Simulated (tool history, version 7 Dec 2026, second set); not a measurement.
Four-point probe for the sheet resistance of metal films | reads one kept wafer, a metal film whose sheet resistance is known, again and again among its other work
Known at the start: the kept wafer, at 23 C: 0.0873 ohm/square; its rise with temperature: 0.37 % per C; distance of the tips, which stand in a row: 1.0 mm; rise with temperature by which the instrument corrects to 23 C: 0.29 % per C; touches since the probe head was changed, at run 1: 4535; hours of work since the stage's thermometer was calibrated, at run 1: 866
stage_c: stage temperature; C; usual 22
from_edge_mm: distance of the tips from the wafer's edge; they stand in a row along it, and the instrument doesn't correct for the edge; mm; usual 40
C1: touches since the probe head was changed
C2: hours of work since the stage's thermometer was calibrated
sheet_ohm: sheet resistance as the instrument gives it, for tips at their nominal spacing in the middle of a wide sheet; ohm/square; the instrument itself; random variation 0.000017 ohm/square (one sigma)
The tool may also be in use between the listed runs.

Run 1, day 0.000: usual settings; C1 4535; C2 866. Result: sheet_ohm 0.087137 ohm/square.
Run 2, day 2.517: usual settings; C1 6052; C2 908. Result: sheet_ohm 0.087167 ohm/square.
Run 3, day 5.233: usual settings; C1 7687; C2 954. Result: sheet_ohm 0.087173 ohm/square.
Run 4, day 7.208: usual settings; C1 8877; C2 987. Result: sheet_ohm 0.087213 ohm/square.
Run 5, day 10.308: usual settings; C1 10745; C2 1039. Result: sheet_ohm 0.087271 ohm/square.
Run 6, day 12.567: usual settings but from_edge_mm 38 mm; C1 12104; C2 1076. Result: sheet_ohm 0.087293 ohm/square.
Run 7, day 14.271: usual settings but from_edge_mm 38 mm; C1 13131; C2 1105. Result: sheet_ohm 0.087320 ohm/square.
Run 8, day 16.746: usual settings but from_edge_mm 38 mm; C1 14623; C2 1146. Result: sheet_ohm 0.087340 ohm/square.
Run 9, day 18.604: usual settings; C1 15743; C2 1177. Result: sheet_ohm 0.087342 ohm/square.
Run 10, day 21.858: usual settings but stage_c 19 C; C1 17703; C2 1232. Result: sheet_ohm 0.087152 ohm/square.
Run 11, day 24.142: usual settings but stage_c 26 C; C1 19078; C2 1270. Result: sheet_ohm 0.087711 ohm/square.
Run 12, day 26.454: usual settings but stage_c 26 C; C1 20470; C2 1309. Result: sheet_ohm 0.087681 ohm/square.
Run 13, day 27.896: usual settings but stage_c 26 C; C1 21338; C2 1333. Result: sheet_ohm 0.087729 ohm/square.
Run 14, day 29.408: usual settings but stage_c 26 C; C1 22250; C2 1358. Result: sheet_ohm 0.087760 ohm/square.
Run 15, day 31.283: usual settings; C1 23379; C2 1390. Result: sheet_ohm 0.087471 ohm/square.
Run 16, day 32.688: usual settings; C1 24225; C2 1413. Result: sheet_ohm 0.087547 ohm/square.
Run 17, day 35.508: usual settings; C1 25923; C2 1460. Result: sheet_ohm 0.087540 ohm/square.
Run 18, day 37.075: usual settings; C1 26868; C2 1486. Result: sheet_ohm 0.087577 ohm/square.
Run 19, day 40.258: usual settings; C1 28787; C2 1540. Result: sheet_ohm 0.087586 ohm/square.
Run 20, day 42.362: usual settings; C1 30052; C2 1575. Result: sheet_ohm 0.087612 ohm/square.
Run 21, day 44.225: usual settings but stage_c 20 C, from_edge_mm 7 mm; C1 31175; C2 1606. Result: sheet_ohm 0.088424 ohm/square.
Run 22, day 46.875: usual settings but stage_c 30 C, from_edge_mm 7 mm; C1 32771; C2 1650. Result: sheet_ohm 0.089189 ohm/square.
Run 23, day 49.271: usual settings but stage_c 23 C, from_edge_mm 51 mm; C1 34215; C2 1691. Result: sheet_ohm 0.087743 ohm/square.
Run 24, day 52.088: usual settings but stage_c 23 C, from_edge_mm 51 mm; C1 35911; C2 1738. Result: sheet_ohm 0.087806 ohm/square.
Run 25, day 53.425: usual settings but stage_c 19 C, from_edge_mm 37 mm; C1 36717; C2 1760. Result: sheet_ohm 0.087525 ohm/square.
At day 53.654: stage's thermometer calibrated.
Run 26, day 55.171: usual settings but stage_c 21 C, from_edge_mm 9 mm; C1 37757; C2 25. Result: sheet_ohm 0.088331 ohm/square.
Run 27, day 57.912: usual settings but stage_c 21 C, from_edge_mm 9 mm; C1 39408; C2 71. Result: sheet_ohm 0.088331 ohm/square.
Run 28, day 60.308: usual settings but stage_c 21 C, from_edge_mm 14 mm; C1 40850; C2 111. Result: sheet_ohm 0.088004 ohm/square.
Run 29, day 63.250: usual settings but stage_c 21 C, from_edge_mm 14 mm; C1 42621; C2 161. Result: sheet_ohm 0.088068 ohm/square.
Run 30, day 66.342: usual settings but stage_c 19 C, from_edge_mm 7 mm; C1 44484; C2 212. Result: sheet_ohm 0.088676 ohm/square.
At day 68.138: stage's thermometer calibrated, once more.
Run 31, day 69.538: usual settings but stage_c 24 C, from_edge_mm 30 mm; C1 46398; C2 23. Result: sheet_ohm 0.087874 ohm/square.
Run 32, day 71.754: usual settings but stage_c 24 C, from_edge_mm 30 mm; C1 47734; C2 61. Result: sheet_ohm 0.087913 ohm/square.
Run 33, day 73.217: usual settings but from_edge_mm 5 mm; C1 48615; C2 85. Result: sheet_ohm 0.089606 ohm/square.
Run 34, day 76.554: usual settings but from_edge_mm 5 mm; C1 50624; C2 141. Result: sheet_ohm 0.089639 ohm/square.
Run 35, day 78.333: usual settings but stage_c 19 C, from_edge_mm 15 mm; C1 51694; C2 171. Result: sheet_ohm 0.087787 ohm/square.
Run 36, day 80.038: usual settings but stage_c 19 C, from_edge_mm 15 mm; C1 52723; C2 199. Result: sheet_ohm 0.087817 ohm/square.
Run 37, day 81.908: usual settings but stage_c 19 C, from_edge_mm 15 mm; C1 53850; C2 230. Result: sheet_ohm 0.087833 ohm/square.

Some steps in sheet_ohm between neighbouring runs. How much of each would the tool show without its hidden state too (settings, what came in, random variation), and how much is left for the hidden state, with any gauge scatter that isn't in both results?
The hidden state here: inner tips' distance over the nominal, %; tips' flats over new ones', %; wafer's true temperature over the reading, C; drift of the gauge itself on sheet_ohm, %.
Run 22 -> 23: stage_c 30 -> 23, from_edge_mm 7 -> 51. sheet_ohm -0.001446 ohm/square: hidden state +0.000023, all else -0.001469.
Run 25 -> 26: stage_c 19 -> 21, from_edge_mm 37 -> 9, stage's thermometer calibrated. sheet_ohm +0.000806 ohm/square: hidden state +0.000084, all else +0.000722.
Run 29 -> 30: stage_c 21 -> 19, from_edge_mm 14 -> 7. sheet_ohm +0.000608 ohm/square: hidden state +0.000045, all else +0.000563.
Run 30 -> 31: stage_c 19 -> 24, from_edge_mm 7 -> 30, stage's thermometer calibrated, once more. sheet_ohm -0.000802 ohm/square: hidden state -0.000228, all else -0.000574.
Run 32 -> 33: stage_c 24 -> 22, from_edge_mm 30 -> 5. sheet_ohm +0.001693 ohm/square: hidden state +0.000028, all else +0.001665.
Run 34 -> 35: stage_c 22 -> 19, from_edge_mm 5 -> 15. sheet_ohm -0.001852 ohm/square: hidden state +0.000011, all else -0.001863.
